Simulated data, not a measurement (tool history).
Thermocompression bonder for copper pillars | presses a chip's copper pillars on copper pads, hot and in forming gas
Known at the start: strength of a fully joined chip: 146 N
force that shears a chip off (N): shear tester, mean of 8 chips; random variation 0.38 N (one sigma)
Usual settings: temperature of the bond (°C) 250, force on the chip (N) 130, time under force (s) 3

run	day	temperature of the bond (°C)	force on the chip (N)	time under force (s)	force that shears a chip off (N)
1	0	250	130	3	68.5
2	0.325	250	136	3	71.5
3	0.838	250	130	8	93.6
4	1.333	250	130	3	69
5	1.908	276	130	3	86.8
6	2.221	276	130	3	87
7	2.617	274	130	3	85
8	2.95	274	130	4	92.2
9	3.408	250	130	3	68.2
10	3.879	250	130	3	67.8
11	4.158	250	88	3	47.7
12	4.729	239	130	3	60.3
13	5.262	250	134	2	59.9
14	5.783	250	134	2	60.4
15	6.362	274	128	3	84.3
16	6.946	250	110	2	50.6
17	7.45	269	186	5	113.6
18	7.758	238	186	6	97.6
19	8.388	238	186	6	96.9
20	8.771	252	130	9	96.8
21	9.162	252	130	9	96.8

4 ways to go on from here, each from the tool as it stands after run 21. What would each give?
A	9.746	274	130	3	?
B	9.746	263	130	5	?
C	9.746	250	89	3	?
D	9.746	252	130	5	?

run	force that shears a chip off (N)
A	84.5
B	89.3
C	48
D	81.6
Without the tool's hidden state the same runs would have given:
run	force that shears a chip off (N)
A	84.8
B	90
C	47.4
D	81.8

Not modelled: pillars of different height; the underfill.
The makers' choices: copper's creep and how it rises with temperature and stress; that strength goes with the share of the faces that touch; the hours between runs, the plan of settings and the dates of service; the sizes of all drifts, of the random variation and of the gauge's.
